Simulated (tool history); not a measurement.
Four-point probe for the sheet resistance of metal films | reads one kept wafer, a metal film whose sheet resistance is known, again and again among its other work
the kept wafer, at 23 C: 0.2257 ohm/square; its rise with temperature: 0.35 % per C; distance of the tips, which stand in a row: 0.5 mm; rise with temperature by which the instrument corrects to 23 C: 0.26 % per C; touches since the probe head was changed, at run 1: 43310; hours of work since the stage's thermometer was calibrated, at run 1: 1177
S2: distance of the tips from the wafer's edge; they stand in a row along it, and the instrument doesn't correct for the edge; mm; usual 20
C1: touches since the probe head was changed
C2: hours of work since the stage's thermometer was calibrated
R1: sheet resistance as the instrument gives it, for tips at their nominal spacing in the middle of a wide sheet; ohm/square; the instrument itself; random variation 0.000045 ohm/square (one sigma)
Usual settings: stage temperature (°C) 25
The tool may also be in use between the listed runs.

{"run": 1, "hour": 0.0, "stage temperature (°C)": 25, "S2": 20, "C1": 43310, "C2": 1177, "R1": 0.22402}
{"run": 2, "hour": 48.7, "stage temperature (°C)": 25, "S2": 20, "C1": 45970, "C2": 1210, "R1": 0.223932}
{"run": 3, "hour": 93.1, "stage temperature (°C)": 25, "S2": 20, "C1": 48394, "C2": 1239, "R1": 0.223773}
{"run": 4, "hour": 126.1, "stage temperature (°C)": 25, "S2": 20, "C1": 50194, "C2": 1261, "R1": 0.223786}
{"run": 5, "hour": 173.3, "stage temperature (°C)": 25, "S2": 20, "C1": 52777, "C2": 1293, "R1": 0.223583}
{"run": 6, "hour": 221.8, "stage temperature (°C)": 25, "S2": 20, "C1": 55423, "C2": 1325, "R1": 0.22341}
{"run": 7, "hour": 245.6, "stage temperature (°C)": 25, "S2": 20, "C1": 56726, "C2": 1341, "R1": 0.22343}
{"run": 8, "hour": 281.3, "stage temperature (°C)": 25, "S2": 20, "C1": 58672, "C2": 1365, "R1": 0.223322}
{"run": 9, "hour": 324.8, "stage temperature (°C)": 25, "S2": 20, "C1": 61050, "C2": 1394, "R1": 0.223254}
{"hour": 357.0, "done": "new probe head fitted"}
{"run": 10, "hour": 367.8, "stage temperature (°C)": 25, "S2": 20, "C1": 591, "C2": 1422, "R1": 0.228629}
{"run": 11, "hour": 388.4, "stage temperature (°C)": 25, "S2": 20, "C1": 1717, "C2": 1436, "R1": 0.228594}
{"run": 12, "hour": 434.0, "stage temperature (°C)": 25, "S2": 20, "C1": 4204, "C2": 1466, "R1": 0.228465}
{"run": 13, "hour": 460.4, "stage temperature (°C)": 25, "S2": 7, "C1": 5647, "C2": 1484, "R1": 0.228912}
{"run": 14, "hour": 490.2, "stage temperature (°C)": 25, "S2": 7, "C1": 7272, "C2": 1503, "R1": 0.22888}
{"run": 15, "hour": 530.7, "stage temperature (°C)": 25, "S2": 49, "C1": 9486, "C2": 1530, "R1": 0.2282}
{"run": 16, "hour": 553.4, "stage temperature (°C)": 25, "S2": 49, "C1": 10724, "C2": 1546, "R1": 0.228096}
{"run": 17, "hour": 602.8, "stage temperature (°C)": 25, "S2": 49, "C1": 13422, "C2": 1579, "R1": 0.227891}
{"run": 18, "hour": 637.1, "stage temperature (°C)": 25, "S2": 49, "C1": 15300, "C2": 1601, "R1": 0.227921}
{"run": 19, "hour": 663.1, "stage temperature (°C)": 25, "S2": 49, "C1": 16716, "C2": 1619, "R1": 0.227773}
{"run": 20, "hour": 685.8, "stage temperature (°C)": 25, "S2": 49, "C1": 17955, "C2": 1634, "R1": 0.227794}
{"run": 21, "hour": 726.5, "stage temperature (°C)": 25, "S2": 49, "C1": 20180, "C2": 1661, "R1": 0.227555}
{"run": 22, "hour": 775.5, "stage temperature (°C)": 25, "S2": 49, "C1": 22854, "C2": 1694, "R1": 0.22745}
{"run": 23, "hour": 820.8, "stage temperature (°C)": 25, "S2": 49, "C1": 25330, "C2": 1724, "R1": 0.227352}
{"run": 24, "hour": 870.1, "stage temperature (°C)": 25, "S2": 49, "C1": 28025, "C2": 1757, "R1": 0.227252}
{"run": 25, "hour": 897.5, "stage temperature (°C)": 23, "S2": 39, "C1": 29519, "C2": 1775, "R1": 0.22673}
{"run": 26, "hour": 935.8, "stage temperature (°C)": 26, "S2": 41, "C1": 31610, "C2": 1801, "R1": 0.227213}
{"run": 27, "hour": 979.7, "stage temperature (°C)": 28, "S2": 68, "C1": 34008, "C2": 1830, "R1": 0.227612}
{"run": 28, "hour": 1010.6, "stage temperature (°C)": 19, "S2": 7, "C1": 35699, "C2": 1851, "R1": 0.226155}
{"run": 29, "hour": 1041.0, "stage temperature (°C)": 19, "S2": 7, "C1": 37357, "C2": 1871, "R1": 0.226008}
{"run": 30, "hour": 1086.0, "stage temperature (°C)": 19, "S2": 7, "C1": 39813, "C2": 1901, "R1": 0.225957}
{"run": 31, "hour": 1136.1, "stage temperature (°C)": 27, "S2": 7, "C1": 42549, "C2": 1934, "R1": 0.227651}
{"run": 32, "hour": 1159.7, "stage temperature (°C)": 18, "S2": 4, "C1": 43841, "C2": 1950, "R1": 0.22685}
{"run": 33, "hour": 1183.0, "stage temperature (°C)": 28, "S2": 4, "C1": 45113, "C2": 1966, "R1": 0.228985}
{"run": 34, "hour": 1217.4, "stage temperature (°C)": 22, "S2": 20, "C1": 46990, "C2": 1989, "R1": 0.225812}
{"run": 35, "hour": 1253.4, "stage temperature (°C)": 27, "S2": 64, "C1": 48959, "C2": 2013, "R1": 0.226663}
{"run": 36, "hour": 1275.3, "stage temperature (°C)": 23, "S2": 35, "C1": 50151, "C2": 2027, "R1": 0.225822}
{"run": 37, "hour": 1319.1, "stage temperature (°C)": 34, "S2": 4, "C1": 52544, "C2": 2056, "R1": 0.229869}
{"run": 38, "hour": 1343.4, "stage temperature (°C)": 34, "S2": 49, "C1": 53874, "C2": 2073, "R1": 0.227912}
{"run": 39, "hour": 1379.3, "stage temperature (°C)": 34, "S2": 49, "C1": 55835, "C2": 2097, "R1": 0.227834}
{"run": 40, "hour": 1409.2, "stage temperature (°C)": 33, "S2": 16, "C1": 57469, "C2": 2117, "R1": 0.227715}

Forecast run 41:
{"run": 41, "hour": 1438.9, "stage temperature (°C)": 26, "S2": 20, "C1": 59091, "C2": 2136, "R1": "?"}

Run 41 gave R1 0.226056 ohm/square.
Without the tool's hidden state the same run would have given R1 0.226413 ohm/square.
